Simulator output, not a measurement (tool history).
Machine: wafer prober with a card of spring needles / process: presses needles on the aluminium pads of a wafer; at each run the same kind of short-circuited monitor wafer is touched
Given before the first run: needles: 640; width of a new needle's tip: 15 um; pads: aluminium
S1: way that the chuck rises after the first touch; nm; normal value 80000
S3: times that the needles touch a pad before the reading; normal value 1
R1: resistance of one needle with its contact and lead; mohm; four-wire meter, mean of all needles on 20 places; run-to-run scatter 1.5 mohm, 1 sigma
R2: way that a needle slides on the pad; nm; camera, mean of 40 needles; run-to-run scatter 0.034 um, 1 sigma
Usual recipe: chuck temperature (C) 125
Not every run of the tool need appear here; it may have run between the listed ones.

{"run": 1, "hour": 0.0, "S1": 80000, "chuck temperature (C)": 125, "S3": 1, "R1": 134, "R2": 19260}
{"hour": 21.2, "done": "tips cleaned on abrasive film"}
{"run": 2, "hour": 33.2, "S1": 80000, "chuck temperature (C)": 125, "S3": 1, "R1": 137, "R2": 19300}
{"hour": 60.9, "done": "tips cleaned on abrasive film"}
{"run": 3, "hour": 62.4, "S1": 80000, "chuck temperature (C)": 125, "S3": 1, "R1": 136, "R2": 19310}
{"run": 4, "hour": 76.8, "S1": 80000, "chuck temperature (C)": 125, "S3": 1, "R1": 137, "R2": 19310}
{"hour": 99.6, "done": "tips cleaned on abrasive film"}
{"run": 5, "hour": 104.3, "S1": 80000, "chuck temperature (C)": 125, "S3": 1, "R1": 134, "R2": 19310}
{"run": 6, "hour": 127.6, "S1": 80000, "chuck temperature (C)": 125, "S3": 1, "R1": 138, "R2": 19330}
{"hour": 139.4, "done": "tips cleaned on abrasive film"}
{"run": 7, "hour": 145.8, "S1": 80000, "chuck temperature (C)": 125, "S3": 1, "R1": 138, "R2": 19260}
{"run": 8, "hour": 175.0, "S1": 80000, "chuck temperature (C)": 125, "S3": 3, "R1": 135, "R2": 19310}
{"hour": 178.2, "done": "tips cleaned on abrasive film"}
{"run": 9, "hour": 199.0, "S1": 80000, "chuck temperature (C)": 125, "S3": 3, "R1": 135, "R2": 19270}
{"hour": 218.9, "done": "tips cleaned on abrasive film"}
{"run": 10, "hour": 227.8, "S1": 80000, "chuck temperature (C)": 125, "S3": 3, "R1": 137, "R2": 19320}
{"run": 11, "hour": 253.9, "S1": 80000, "chuck temperature (C)": 71, "S3": 3, "R1": 128, "R2": 19320}
{"hour": 259.2, "done": "tips cleaned on abrasive film"}
{"run": 12, "hour": 282.2, "S1": 80000, "chuck temperature (C)": 125, "S3": 1, "R1": 138, "R2": 19280}
{"hour": 298.7, "done": "tips cleaned on abrasive film"}
{"run": 13, "hour": 313.7, "S1": 75000, "chuck temperature (C)": 125, "S3": 1, "R1": 135, "R2": 18160}
{"hour": 338.4, "done": "tips cleaned on abrasive film"}
{"run": 14, "hour": 348.0, "S1": 75000, "chuck temperature (C)": 125, "S3": 1, "R1": 135, "R2": 18060}
{"run": 15, "hour": 372.8, "S1": 75000, "chuck temperature (C)": 125, "S3": 1, "R1": 142, "R2": 18140}
{"hour": 378.0, "done": "tips cleaned on abrasive film"}
{"run": 16, "hour": 395.7, "S1": 80000, "chuck temperature (C)": 125, "S3": 1, "R1": 137, "R2": 19320}
{"hour": 418.6, "done": "tips cleaned on abrasive film"}
{"run": 17, "hour": 426.7, "S1": 80000, "chuck temperature (C)": 125, "S3": 1, "R1": 134, "R2": 19300}
{"hour": 457.3, "done": "tips cleaned on abrasive film"}
{"run": 18, "hour": 457.3, "S1": 80000, "chuck temperature (C)": 125, "S3": 1, "R1": 134, "R2": 19340}
{"run": 19, "hour": 475.9, "S1": 85000, "chuck temperature (C)": 109, "S3": 2, "R1": 134, "R2": 20530}
{"hour": 496.4, "done": "tips cleaned on abrasive film"}
{"run": 20, "hour": 503.2, "S1": 85000, "chuck temperature (C)": 109, "S3": 2, "R1": 136, "R2": 20460}
{"run": 21, "hour": 519.0, "S1": 84000, "chuck temperature (C)": 63, "S3": 1, "R1": 127, "R2": 20260}
{"hour": 536.0, "done": "tips cleaned on abrasive film"}
{"run": 22, "hour": 551.1, "S1": 84000, "chuck temperature (C)": 63, "S3": 1, "R1": 125, "R2": 20240}
{"hour": 576.0, "done": "tips cleaned on abrasive film"}
{"run": 23, "hour": 578.2, "S1": 80000, "chuck temperature (C)": 96, "S3": 1, "R1": 131, "R2": 19340}
{"run": 24, "hour": 612.1, "S1": 69000, "chuck temperature (C)": 96, "S3": 2, "R1": 136, "R2": 16650}
{"hour": 614.9, "done": "tips cleaned on abrasive film"}
{"run": 25, "hour": 640.9, "S1": 73000, "chuck temperature (C)": 32, "S3": 3, "R1": 124, "R2": 17570}
{"hour": 653.4, "done": "tips cleaned on abrasive film"}
{"run": 26, "hour": 662.4, "S1": 73000, "chuck temperature (C)": 32, "S3": 3, "R1": 124, "R2": 17570}
{"hour": 692.3, "done": "tips cleaned on abrasive film"}
{"run": 27, "hour": 696.7, "S1": 71000, "chuck temperature (C)": 30, "S3": 1, "R1": 124, "R2": 17150}
{"run": 28, "hour": 726.2, "S1": 80000, "chuck temperature (C)": 36, "S3": 2, "R1": 122, "R2": 19350}
{"hour": 732.1, "done": "tips cleaned on abrasive film"}
{"run": 29, "hour": 741.1, "S1": 67000, "chuck temperature (C)": 36, "S3": 2, "R1": 124, "R2": 16200}
{"hour": 770.5, "done": "tips cleaned on abrasive film"}
{"run": 30, "hour": 773.8, "S1": 67000, "chuck temperature (C)": 32, "S3": 2, "R1": 124, "R2": 16110}
{"run": 31, "hour": 789.7, "S1": 88000, "chuck temperature (C)": 107, "S3": 3, "R1": 132, "R2": 21140}
{"run": 32, "hour": 803.6, "S1": 76000, "chuck temperature (C)": 34, "S3": 1, "R1": 121, "R2": 18340}
{"hour": 810.6, "done": "tips cleaned on abrasive film"}
{"run": 33, "hour": 838.3, "S1": 65000, "chuck temperature (C)": 95, "S3": 1, "R1": 135, "R2": 15660}
{"hour": 850.2, "done": "tips cleaned on abrasive film"}
{"run": 34, "hour": 870.0, "S1": 65000, "chuck temperature (C)": 95, "S3": 1, "R1": 135, "R2": 15670}
{"hour": 889.8, "done": "tips cleaned on abrasive film"}
{"run": 35, "hour": 903.4, "S1": 80000, "chuck temperature (C)": 100, "S3": 1, "R1": 133, "R2": 19290}

Forecast each of these 3 alternatives for the next run:
{"hour": 929.1, "done": "tips cleaned on abrasive film"}
{"run": "A", "hour": 929.1, "S1": 86000, "chuck temperature (C)": 99, "S3": 1, "R1": "?", "R2": "?"}
{"hour": 929.1, "done": "tips cleaned on abrasive film"}
{"run": "B", "hour": 929.1, "S1": 86000, "chuck temperature (C)": 51, "S3": 1, "R1": "?", "R2": "?"}
{"hour": 929.1, "done": "tips cleaned on abrasive film"}
{"run": "C", "hour": 929.1, "S1": 80000, "chuck temperature (C)": 113, "S3": 1, "R1": "?", "R2": "?"}

run=A R1=129 R2=20760
run=B R1=124 R2=20730
run=C R1=136 R2=19340
What these runs would have given with no unlogged condition in the tool:
run=A R1=129 R2=20760
run=B R1=124 R2=20730
run=C R1=136 R2=19340
